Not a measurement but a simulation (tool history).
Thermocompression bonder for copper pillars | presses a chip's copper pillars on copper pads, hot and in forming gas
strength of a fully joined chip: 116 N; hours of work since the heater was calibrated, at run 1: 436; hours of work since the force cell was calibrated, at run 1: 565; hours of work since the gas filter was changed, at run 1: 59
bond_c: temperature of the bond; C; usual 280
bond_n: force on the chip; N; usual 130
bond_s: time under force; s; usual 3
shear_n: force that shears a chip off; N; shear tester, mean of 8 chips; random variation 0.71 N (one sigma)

run,hour,bond_c,bond_n,bond_s,hours of work since the heater was calibrated,hours of work since the force cell was calibrated,hours of work since the gas filter was changed,shear_n
1,0.0,280,130,3,436,565,59,52.5
2,45.4,280,130,3,467,597,91,51.8
3,70.1,280,130,3,484,614,108,54.4
4,100.5,280,130,3,506,635,129,53.0
5,124.5,280,130,3,522,652,146,53.6
6,175.4,280,130,3,558,688,181,52.3
7,212.2,280,130,3,584,713,207,54.2
8,233.9,280,131,3,599,728,222,53.6
9,274.0,280,131,3,627,756,250,53.4
10,295.5,280,131,3,642,771,265,54.2
11,329.8,280,131,3,665,795,289,53.0
12,351.0,280,131,3,680,810,304,53.8
13,388.3,281,130,3,706,836,330,54.2
14,409.1,281,130,3,721,851,344,54.1
15,460.2,280,130,3,756,886,380,53.1
16,492.0,280,130,3,779,908,402,51.3
17,534.4,280,130,3,808,938,432,51.8
18,577.4,287,130,3,838,968,462,56.6
# hour 585.3: forming gas filter changed
19,616.1,287,130,3,865,995,21,60.7
20,638.7,287,130,3,881,1010,37,61.7
21,688.8,306,130,3,915,1045,72,73.5
22,730.8,306,132,2,945,1075,101,64.3
23,762.4,306,132,2,967,1097,123,63.0
# hour 771.0: heater calibrated with a thermocouple chip
24,799.0,265,170,7,20,1121,148,67.3
25,838.0,280,95,5,47,1148,175,46.0
26,863.0,280,95,5,64,1165,192,45.5
27,910.9,280,95,5,98,1199,226,45.9
28,938.7,280,111,3,117,1218,245,43.5
29,987.1,303,122,3,151,1252,279,60.5
30,1010.8,303,122,3,167,1268,295,61.3
31,1054.8,268,122,5,198,1299,326,48.1
32,1097.2,268,122,5,227,1329,356,49.0
33,1136.5,300,170,8,255,1356,383,92.4
34,1159.2,280,86,3,271,1372,399,35.3
35,1191.9,275,86,3,293,1395,422,32.3
36,1236.2,275,86,3,324,1425,452,31.6

Forecast each of these 5 alternatives for the next run:
# hour 1255.9: forming gas filter changed
A,1258.8,267,128,5,340,1441,2,?
# hour 1255.9: forming gas filter changed
B,1258.8,254,90,3,340,1441,2,?
# hour 1255.9: forming gas filter changed
C,1258.8,299,130,3,340,1441,2,?
# hour 1255.9: forming gas filter changed
D,1258.8,293,117,3,340,1441,2,?
# hour 1255.9: forming gas filter changed
E,1258.8,274,140,3,340,1441,2,?

run,shear_n
A,52.8
B,26.9
C,64.6
D,56.4
E,51.3
Without the tool's hidden state the same runs would have given:
run,shear_n
A,50.6
B,25.5
C,62.6
D,54.5
E,49.3
